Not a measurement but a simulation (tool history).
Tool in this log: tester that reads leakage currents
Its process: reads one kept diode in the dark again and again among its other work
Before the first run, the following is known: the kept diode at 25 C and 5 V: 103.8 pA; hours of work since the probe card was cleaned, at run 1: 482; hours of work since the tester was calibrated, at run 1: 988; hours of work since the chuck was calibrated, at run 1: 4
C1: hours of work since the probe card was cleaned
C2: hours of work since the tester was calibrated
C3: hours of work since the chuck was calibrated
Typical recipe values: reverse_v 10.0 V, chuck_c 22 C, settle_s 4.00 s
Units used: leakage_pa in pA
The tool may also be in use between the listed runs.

Run 1, hour 0.0: usual settings; C1 482; C2 988; C3 4. Result: leakage_pa 105.65 pA.
Run 2, hour 90.3: usual settings; C1 536; C2 1042; C3 58. Result: leakage_pa 106.59 pA.
Run 3, hour 159.1: usual settings; C1 578; C2 1083; C3 99. Result: leakage_pa 108.19 pA.
Run 4, hour 246.0: usual settings but reverse_v 7.5 V; C1 629; C2 1135; C3 151. Result: leakage_pa 99.06 pA.
Run 5, hour 365.9: usual settings but settle_s 1.11 s; C1 701; C2 1207; C3 223. Result: leakage_pa 111.74 pA.
Run 6, hour 447.1: usual settings but settle_s 1.11 s; C1 750; C2 1255; C3 272. Result: leakage_pa 112.48 pA.
Run 7, hour 558.0: usual settings but settle_s 1.11 s; C1 816; C2 1322; C3 338. Result: leakage_pa 114.45 pA.
Run 8, hour 681.7: usual settings but settle_s 1.11 s; C1 890; C2 1396; C3 412. Result: leakage_pa 116.80 pA.
Run 9, hour 787.7: usual settings but settle_s 1.11 s; C1 953; C2 1459; C3 475. Result: leakage_pa 117.98 pA.
At hour 798.3: probe card cleaned and baked.
Run 10, hour 843.6: usual settings but settle_s 1.11 s; C1 27; C2 1491; C3 507. Result: leakage_pa 120.61 pA.
Run 11, hour 963.3: usual settings but settle_s 0.51 s; C1 99; C2 1562; C3 578. Result: leakage_pa 122.10 pA.
At hour 999.4: probe card cleaned and baked, once more.
Run 12, hour 1026.4: usual settings but settle_s 4.79 s; C1 16; C2 1598; C3 614. Result: leakage_pa 117.37 pA.
Run 13, hour 1092.8: usual settings but settle_s 4.79 s; C1 56; C2 1638; C3 654. Result: leakage_pa 118.45 pA.
At hour 1152.6: chuck's temperature calibrated.
Run 14, hour 1201.4: usual settings but settle_s 4.79 s; C1 120; C2 1702; C3 29. Result: leakage_pa 106.34 pA.
Run 15, hour 1284.4: usual settings but settle_s 4.79 s; C1 169; C2 1751; C3 79. Result: leakage_pa 107.04 pA.
Run 16, hour 1394.4: usual settings but settle_s 4.79 s; C1 235; C2 1817; C3 145. Result: leakage_pa 109.10 pA.
Run 17, hour 1444.4: usual settings but chuck_c 34 C, settle_s 4.79 s; C1 265; C2 1847; C3 174. Result: leakage_pa 264.88 pA.
Run 18, hour 1554.5: usual settings but reverse_v 5.7 V, chuck_c 59 C, settle_s 2.71 s; C1 331; C2 1913; C3 240. Result: leakage_pa 1163.04 pA.
Run 19, hour 1672.0: usual settings but reverse_v 1.3 V, chuck_c 56 C, settle_s 0.64 s; C1 401; C2 1983; C3 311. Result: leakage_pa 592.21 pA.
Run 20, hour 1746.5: usual settings but settle_s 3.78 s; C1 445; C2 2027; C3 355. Result: leakage_pa 114.67 pA.
Run 21, hour 1798.9: usual settings but settle_s 3.78 s; C1 477; C2 2059; C3 386. Result: leakage_pa 115.34 pA.
Run 22, hour 1873.8: usual settings but reverse_v 10.7 V, chuck_c 20 C, settle_s 0.96 s; C1 522; C2 2104; C3 431. Result: leakage_pa 102.61 pA.
Run 23, hour 1955.7: usual settings but reverse_v 10.7 V, chuck_c 20 C, settle_s 0.96 s; C1 571; C2 2152; C3 480. Result: leakage_pa 104.05 pA.
Run 24, hour 2021.8: usual settings but reverse_v 1.9 V, chuck_c 57 C, settle_s 5.20 s; C1 610; C2 2192; C3 520. Result: leakage_pa 735.67 pA.
Run 25, hour 2145.0: usual settings but reverse_v 1.3 V, chuck_c 20 C, settle_s 7.14 s; C1 684; C2 2266; C3 593. Result: leakage_pa 50.95 pA.
Run 26, hour 2237.7: usual settings but reverse_v 1.3 V, chuck_c 20 C, settle_s 7.14 s; C1 739; C2 2321; C3 649. Result: leakage_pa 51.73 pA.
At hour 2310.7: chuck's temperature calibrated.
Run 27, hour 2359.5: usual settings but reverse_v 1.3 V, settle_s 0.34 s; C1 811; C2 2393; C3 29. Result: leakage_pa 52.86 pA.
Run 28, hour 2440.0: usual settings but chuck_c 34 C, settle_s 3.11 s; C1 859; C2 2441; C3 77. Result: leakage_pa 259.91 pA.
Run 29, hour 2562.7: usual settings but chuck_c 34 C, settle_s 3.11 s; C1 932; C2 2514; C3 151. Result: leakage_pa 264.85 pA.
Run 30, hour 2623.7: usual settings but chuck_c 58 C, settle_s 1.09 s; C1 969; C2 2551; C3 187. Result: leakage_pa 1289.24 pA.
Run 31, hour 2674.1: usual settings but reverse_v 1.6 V, chuck_c 23 C, settle_s 1.33 s; C1 999; C2 2581; C3 217. Result: leakage_pa 63.92 pA.
Run 32, hour 2784.5: usual settings but reverse_v 8.7 V, chuck_c 37 C, settle_s 0.45 s; C1 1065; C2 2647; C3 283. Result: leakage_pa 319.59 pA.
Run 33, hour 2890.4: usual settings but reverse_v 8.7 V, chuck_c 37 C, settle_s 0.45 s; C1 1128; C2 2710; C3 347. Result: leakage_pa 323.73 pA.
Run 34, hour 3013.9: usual settings but reverse_v 3.6 V, chuck_c 30 C; C1 1202; C2 2784; C3 420. Result: leakage_pa 146.64 pA.

5 ways to go on from here, each from the tool as it stands after run 34. What would each give?
Run A, hour 3069.5: usual settings but settle_s 0.49 s; C1 1235; C2 2817; C3 454. Result: leakage_pa ?.
Run B, hour 3069.5: usual settings but settle_s 9.52 s; C1 1235; C2 2817; C3 454. Result: leakage_pa ?.
Run C, hour 3069.5: usual settings but settle_s 0.46 s; C1 1235; C2 2817; C3 454. Result: leakage_pa ?.
Run D, hour 3069.5: usual settings but reverse_v 1.0 V, chuck_c 36 C, settle_s 1.51 s; C1 1235; C2 2817; C3 454. Result: leakage_pa ?.
Run E, hour 3069.5: usual settings but reverse_v 14.5 V, chuck_c 30 C, settle_s 1.94 s; C1 1235; C2 2817; C3 454. Result: leakage_pa ?.

run  leakage_pa
  A      118.72
  B      119.15
  C      119.43
  D      146.37
  E      242.41
Take away the tool's hidden state, keep each run's random variation, and the runs would have read:
run  leakage_pa
  A      105.13
  B      105.39
  C      105.76
  D      135.14
  E      217.82

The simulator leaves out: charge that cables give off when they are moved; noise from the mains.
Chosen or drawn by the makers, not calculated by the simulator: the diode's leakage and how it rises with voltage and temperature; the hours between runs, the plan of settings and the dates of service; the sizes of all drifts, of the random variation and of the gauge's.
